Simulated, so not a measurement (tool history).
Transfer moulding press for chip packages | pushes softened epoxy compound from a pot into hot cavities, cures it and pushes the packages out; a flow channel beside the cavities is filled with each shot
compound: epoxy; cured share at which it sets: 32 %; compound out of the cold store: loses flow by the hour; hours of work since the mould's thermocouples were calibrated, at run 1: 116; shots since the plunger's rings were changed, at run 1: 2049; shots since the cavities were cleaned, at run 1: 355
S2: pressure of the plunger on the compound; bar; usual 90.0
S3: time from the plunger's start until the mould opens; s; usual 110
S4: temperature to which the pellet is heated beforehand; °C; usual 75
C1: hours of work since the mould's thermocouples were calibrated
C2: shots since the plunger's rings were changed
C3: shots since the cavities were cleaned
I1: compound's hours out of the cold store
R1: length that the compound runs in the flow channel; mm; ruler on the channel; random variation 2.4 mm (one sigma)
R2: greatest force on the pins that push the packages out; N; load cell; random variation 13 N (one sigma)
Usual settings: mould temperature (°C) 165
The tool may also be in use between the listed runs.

{"run": 1, "hour": 0.0, "mould temperature (°C)": 165, "S2": 90.0, "S3": 110, "S4": 75, "C1": 116, "C2": 2049, "C3": 355, "I1": 10.8, "R1": 614, "R2": 615}
{"run": 2, "hour": 36.5, "mould temperature (°C)": 165, "S2": 90.0, "S3": 110, "S4": 75, "C1": 139, "C2": 2418, "C3": 724, "I1": 40.6, "R1": 507, "R2": 556}
{"hour": 51.3, "done": "cavities cleaned with cleaning compound and waxed"}
{"run": 3, "hour": 77.7, "mould temperature (°C)": 165, "S2": 90.0, "S3": 110, "S4": 75, "C1": 165, "C2": 2818, "C3": 267, "I1": 32.4, "R1": 532, "R2": 579}
{"run": 4, "hour": 110.5, "mould temperature (°C)": 165, "S2": 90.0, "S3": 110, "S4": 75, "C1": 186, "C2": 3149, "C3": 598, "I1": 17.8, "R1": 587, "R2": 591}
{"hour": 138.3, "done": "cavities cleaned with cleaning compound and waxed"}
{"hour": 152.4, "done": "plunger's sealing rings changed"}
{"run": 5, "hour": 159.4, "mould temperature (°C)": 165, "S2": 90.0, "S3": 110, "S4": 75, "C1": 214, "C2": 71, "C3": 188, "I1": 44.4, "R1": 492, "R2": 568}
{"run": 6, "hour": 198.4, "mould temperature (°C)": 165, "S2": 90.0, "S3": 117, "S4": 75, "C1": 239, "C2": 464, "C3": 581, "I1": 28.4, "R1": 550, "R2": 545}
{"hour": 230.1, "done": "cavities cleaned with cleaning compound and waxed"}
{"run": 7, "hour": 247.7, "mould temperature (°C)": 165, "S2": 90.0, "S3": 117, "S4": 75, "C1": 269, "C2": 946, "C3": 178, "I1": 28.5, "R1": 552, "R2": 510}
{"run": 8, "hour": 305.0, "mould temperature (°C)": 165, "S2": 90.0, "S3": 110, "S4": 68, "C1": 306, "C2": 1525, "C3": 757, "I1": 14.2, "R1": 600, "R2": 632}
{"hour": 315.8, "done": "cavities cleaned with cleaning compound and waxed"}
{"run": 9, "hour": 345.2, "mould temperature (°C)": 165, "S2": 90.0, "S3": 110, "S4": 68, "C1": 331, "C2": 1915, "C3": 297, "I1": 28.5, "R1": 545, "R2": 595}
{"hour": 371.5, "done": "mould's thermocouples calibrated"}
{"hour": 404.9, "done": "cavities cleaned with cleaning compound and waxed"}
{"run": 10, "hour": 419.2, "mould temperature (°C)": 165, "S2": 90.0, "S3": 110, "S4": 68, "C1": 29, "C2": 2626, "C3": 144, "I1": 29.9, "R1": 544, "R2": 571}
{"run": 11, "hour": 470.2, "mould temperature (°C)": 165, "S2": 90.0, "S3": 110, "S4": 68, "C1": 62, "C2": 3140, "C3": 658, "I1": 24.5, "R1": 559, "R2": 593}
{"hour": 491.9, "done": "cavities cleaned with cleaning compound and waxed"}
{"run": 12, "hour": 502.0, "mould temperature (°C)": 165, "S2": 90.0, "S3": 110, "S4": 68, "C1": 81, "C2": 3446, "C3": 102, "I1": 35.2, "R1": 524, "R2": 590}
{"hour": 514.1, "done": "plunger's sealing rings changed"}
{"run": 13, "hour": 556.0, "mould temperature (°C)": 165, "S2": 90.0, "S3": 110, "S4": 68, "C1": 114, "C2": 423, "C3": 622, "I1": 34.6, "R1": 527, "R2": 599}
{"hour": 586.4, "done": "cavities cleaned with cleaning compound and waxed"}
{"run": 14, "hour": 618.9, "mould temperature (°C)": 165, "S2": 90.0, "S3": 110, "S4": 75, "C1": 153, "C2": 1042, "C3": 328, "I1": 46.8, "R1": 487, "R2": 560}
{"run": 15, "hour": 662.9, "mould temperature (°C)": 165, "S2": 74.5, "S3": 98, "S4": 75, "C1": 181, "C2": 1485, "C3": 771, "I1": 8.8, "R1": 563, "R2": 829}
{"hour": 672.8, "done": "cavities cleaned with cleaning compound and waxed"}
{"run": 16, "hour": 713.1, "mould temperature (°C)": 165, "S2": 74.5, "S3": 98, "S4": 75, "C1": 212, "C2": 1977, "C3": 407, "I1": 40.7, "R1": 462, "R2": 694}
{"hour": 760.9, "done": "cavities cleaned with cleaning compound and waxed"}
{"run": 17, "hour": 761.9, "mould temperature (°C)": 169, "S2": 87.1, "S3": 106, "S4": 65, "C1": 242, "C2": 2454, "C3": 10, "I1": 27.2, "R1": 532, "R2": 505}
{"run": 18, "hour": 797.0, "mould temperature (°C)": 159, "S2": 87.1, "S3": 106, "S4": 65, "C1": 265, "C2": 2808, "C3": 364, "I1": 37.3, "R1": 527, "R2": 933}
{"hour": 847.4, "done": "cavities cleaned with cleaning compound and waxed"}
{"run": 19, "hour": 850.4, "mould temperature (°C)": 159, "S2": 87.1, "S3": 106, "S4": 65, "C1": 298, "C2": 3332, "C3": 31, "I1": 19.9, "R1": 586, "R2": 999}
{"hour": 876.3, "done": "plunger's sealing rings changed"}
{"run": 20, "hour": 910.8, "mould temperature (°C)": 161, "S2": 88.9, "S3": 106, "S4": 65, "C1": 335, "C2": 348, "C3": 615, "I1": 14.0, "R1": 607, "R2": 919}
{"hour": 930.3, "done": "mould's thermocouples calibrated"}
{"hour": 937.5, "done": "cavities cleaned with cleaning compound and waxed"}
{"run": 21, "hour": 982.3, "mould temperature (°C)": 161, "S2": 88.9, "S3": 106, "S4": 65, "C1": 32, "C2": 1034, "C3": 452, "I1": 14.1, "R1": 603, "R2": 853}
{"run": 22, "hour": 1017.5, "mould temperature (°C)": 168, "S2": 96.7, "S3": 110, "S4": 75, "C1": 55, "C2": 1389, "C3": 807, "I1": 37.0, "R1": 526, "R2": 502}
{"hour": 1027.4, "done": "cavities cleaned with cleaning compound and waxed"}
{"run": 23, "hour": 1051.5, "mould temperature (°C)": 173, "S2": 90.0, "S3": 110, "S4": 68, "C1": 75, "C2": 1717, "C3": 244, "I1": 17.5, "R1": 566, "R2": 462}
{"run": 24, "hour": 1110.9, "mould temperature (°C)": 161, "S2": 80.4, "S3": 110, "S4": 68, "C1": 113, "C2": 2315, "C3": 842, "I1": 8.9, "R1": 595, "R2": 839}
{"hour": 1118.9, "done": "cavities cleaned with cleaning compound and waxed"}
{"run": 25, "hour": 1179.8, "mould temperature (°C)": 159, "S2": 90.0, "S3": 110, "S4": 75, "C1": 156, "C2": 2995, "C3": 613, "I1": 27.5, "R1": 570, "R2": 886}
{"hour": 1209.1, "done": "cavities cleaned with cleaning compound and waxed"}
{"run": 26, "hour": 1228.4, "mould temperature (°C)": 169, "S2": 90.0, "S3": 112, "S4": 76, "C1": 186, "C2": 3471, "C3": 195, "I1": 25.4, "R1": 546, "R2": 501}
{"hour": 1236.9, "done": "plunger's sealing rings changed"}
{"run": 27, "hour": 1284.6, "mould temperature (°C)": 165, "S2": 90.0, "S3": 110, "S4": 68, "C1": 220, "C2": 481, "C3": 737, "I1": 47.4, "R1": 487, "R2": 578}

Forecast each of these 3 alternatives for the next run:
{"hour": 1299.0, "done": "cavities cleaned with cleaning compound and waxed"}
{"run": "A", "hour": 1340.8, "mould temperature (°C)": 165, "S2": 92.0, "S3": 110, "S4": 83, "C1": 255, "C2": 1032, "C3": 422, "I1": 9.2, "R1": "?", "R2": "?"}
{"hour": 1299.0, "done": "cavities cleaned with cleaning compound and waxed"}
{"run": "B", "hour": 1340.8, "mould temperature (°C)": 168, "S2": 102.6, "S3": 135, "S4": 75, "C1": 255, "C2": 1032, "C3": 422, "I1": 26.0, "R1": "?", "R2": "?"}
{"hour": 1299.0, "done": "cavities cleaned with cleaning compound and waxed"}
{"run": "C", "hour": 1340.8, "mould temperature (°C)": 165, "S2": 100.0, "S3": 137, "S4": 68, "C1": 255, "C2": 1032, "C3": 422, "I1": 27.9, "R1": "?", "R2": "?"}

run=A R1=625 R2=619
run=B R1=587 R2=445
run=C R1=578 R2=485
Without the tool's hidden state the same runs would have given:
run=A R1=625 R2=612
run=B R1=587 R2=440
run=C R1=578 R2=480
